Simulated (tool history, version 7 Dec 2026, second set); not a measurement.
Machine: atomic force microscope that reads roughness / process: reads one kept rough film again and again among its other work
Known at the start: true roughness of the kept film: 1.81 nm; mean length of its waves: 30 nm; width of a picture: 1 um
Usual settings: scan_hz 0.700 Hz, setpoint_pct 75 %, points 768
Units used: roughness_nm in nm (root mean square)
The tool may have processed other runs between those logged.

run,hour,scan_hz,setpoint_pct,points,roughness_nm
1,0.0,0.700,75,768,1.585
2,6.3,0.700,75,768,1.573
3,12.2,0.700,75,768,1.547
4,21.8,0.700,75,768,1.635
5,31.9,0.700,76,768,1.577
6,38.2,0.700,90,768,1.493
7,49.6,0.700,90,768,1.567
8,60.0,0.700,90,768,1.515
9,66.9,0.700,90,768,1.485
10,79.1,0.700,75,768,1.539
11,85.3,1.847,75,768,1.526
12,95.6,1.847,75,768,1.483
13,104.9,1.847,75,768,1.451
14,111.8,0.700,75,301,1.527
15,124.4,0.700,75,301,1.597
16,129.9,0.700,75,301,1.554
17,137.0,0.700,75,822,1.552
18,150.3,0.700,73,768,1.659
19,160.4,0.700,75,768,1.614
20,172.5,3.657,75,768,1.296
21,185.9,3.657,75,768,1.350
22,197.5,3.657,75,768,1.316
23,209.0,0.700,67,768,1.594
24,220.8,0.700,75,768,1.658
25,233.4,0.700,75,768,1.586
26,245.9,0.700,75,768,1.539
27,255.9,0.700,75,768,1.634
28,266.1,0.700,69,768,1.621
29,276.8,0.700,69,768,1.576
30,283.5,0.831,67,797,1.562
31,289.6,0.831,67,797,1.646
32,296.3,0.831,72,376,1.604
33,307.1,1.961,56,263,1.558
34,315.6,1.961,56,263,1.530
35,327.4,0.550,56,340,1.670
36,337.5,0.550,56,340,1.627
37,350.8,0.550,56,340,1.584
38,363.8,0.550,56,340,1.645
39,377.0,0.550,56,340,1.595
40,384.4,1.883,75,293,1.378
41,390.8,0.516,87,768,1.596
42,398.9,0.700,75,305,1.594
43,411.4,0.789,75,406,1.538
44,423.0,2.799,67,768,1.512
45,429.1,2.799,73,768,1.424
46,437.4,0.683,56,531,1.633
47,449.0,0.700,75,283,1.519
48,455.8,0.700,75,283,1.612
49,467.9,1.925,60,554,1.589
50,480.0,0.626,75,439,1.551
51,488.9,0.626,83,323,1.595
52,495.3,0.626,83,323,1.555
53,507.6,0.626,66,375,1.594

Withheld: 17 entries from between the runs. Position of each, and hidden state at the listed run before versus the listed run after:
Between runs 3 and 4: new tip fitted (hour 15.0)
  radius of the tip, nm: 14.2 -> 7; height scale over the true one, %: 0.39 -> 0.4
  the result without the hidden state subtracted from the measured one, roughness_nm: -0.103 -> -0.018 nm (root mean square)
Between runs 6 and 7: new tip fitted (hour 48.2)
  radius of the tip, nm: 12.2 -> 5.7; height scale over the true one, %: 0.41 -> 0.42
  the result without the hidden state subtracted from the measured one, roughness_nm: -0.076 -> -0.002 nm (root mean square)
Between runs 10 and 11: new tip fitted (hour 82.4)
  radius of the tip, nm: 14.8 -> 5.8; height scale over the true one, %: 0.44 -> 0.45
  the result without the hidden state subtracted from the measured one, roughness_nm: -0.107 -> -0.002 nm (root mean square)
Between runs 14 and 15: new tip fitted (hour 115.9)
  radius of the tip, nm: 14.4 -> 8.5
  the result without the hidden state subtracted from the measured one, roughness_nm: -0.102 -> -0.034 nm (root mean square)
Between runs 17 and 18: new tip fitted (hour 149.4)
  radius of the tip, nm: 12.3 -> 5.5; height scale over the true one, %: 0.48 -> 0.49
  the result without the hidden state subtracted from the measured one, roughness_nm: -0.079 -> +0.002 nm (root mean square)
Between runs 20 and 21: new tip fitted (hour 183.6)
  radius of the tip, nm: 12.1 -> 5.8; height scale over the true one, %: 0.51 -> 0.52
  the result without the hidden state subtracted from the measured one, roughness_nm: -0.064 -> -0.002 nm (root mean square)
Between runs 21 and 22: height scale calibrated on a step standard (hour 188.1)
  radius of the tip, nm: 5.8 -> 9.1; height scale over the true one, %: 0.52 -> 0.84
  the result without the hidden state subtracted from the measured one, roughness_nm: -0.002 -> -0.031 nm (root mean square)
Between runs 23 and 24: new tip fitted (hour 218.1)
  radius of the tip, nm: 13 -> 6.5
  the result without the hidden state subtracted from the measured one, roughness_nm: -0.082 -> -0.005 nm (root mean square)
Between runs 24 and 25: height scale calibrated on a step standard, once more (hour 226.5)
  radius of the tip, nm: 6.5 -> 10.1; height scale over the true one, %: 0.85 -> -0.03
  the result without the hidden state subtracted from the measured one, roughness_nm: -0.005 -> -0.063 nm (root mean square)
Between runs 26 and 27: new tip fitted (hour 252.7)
  radius of the tip, nm: 14.3 -> 6.3; height scale over the true one, %: -0.02 -> -0.01
  the result without the hidden state subtracted from the measured one, roughness_nm: -0.109 -> -0.017 nm (root mean square)
Between runs 30 and 31: new tip fitted (hour 286.3)
  radius of the tip, nm: 14.7 -> 6.3
  the result without the hidden state subtracted from the measured one, roughness_nm: -0.116 -> -0.015 nm (root mean square)
Between runs 34 and 35: new tip fitted (hour 319.7)
  radius of the tip, nm: 14.1 -> 7.7; height scale over the true one, %: 0.03 -> 0.04
  the result without the hidden state subtracted from the measured one, roughness_nm: -0.106 -> -0.034 nm (root mean square)
Between runs 37 and 38: new tip fitted (hour 353.1)
  radius of the tip, nm: 14.7 -> 9.2; height scale over the true one, %: 0.06 -> 0.07
  the result without the hidden state subtracted from the measured one, roughness_nm: -0.116 -> -0.051 nm (root mean square)
Between runs 40 and 41: new tip fitted (hour 386.4)
  radius of the tip, nm: 15.8 -> 6.4; height scale over the true one, %: 0.08 -> 0.09
  the result without the hidden state subtracted from the measured one, roughness_nm: -0.114 -> -0.015 nm (root mean square)
Between runs 43 and 44: new tip fitted (hour 420.3)
  radius of the tip, nm: 12.7 -> 5.8; height scale over the true one, %: 0.1 -> 0.11
  the result without the hidden state subtracted from the measured one, roughness_nm: -0.088 -> -0.007 nm (root mean square)
Between runs 47 and 48: new tip fitted (hour 454.3)
  radius of the tip, nm: 14.1 -> 5.7
  the result without the hidden state subtracted from the measured one, roughness_nm: -0.103 -> -0.006 nm (root mean square)
Between runs 50 and 51: new tip fitted (hour 487.8)
  radius of the tip, nm: 13 -> 6; height scale over the true one, %: 0.15 -> 0.16
  the result without the hidden state subtracted from the measured one, roughness_nm: -0.092 -> -0.010 nm (root mean square)

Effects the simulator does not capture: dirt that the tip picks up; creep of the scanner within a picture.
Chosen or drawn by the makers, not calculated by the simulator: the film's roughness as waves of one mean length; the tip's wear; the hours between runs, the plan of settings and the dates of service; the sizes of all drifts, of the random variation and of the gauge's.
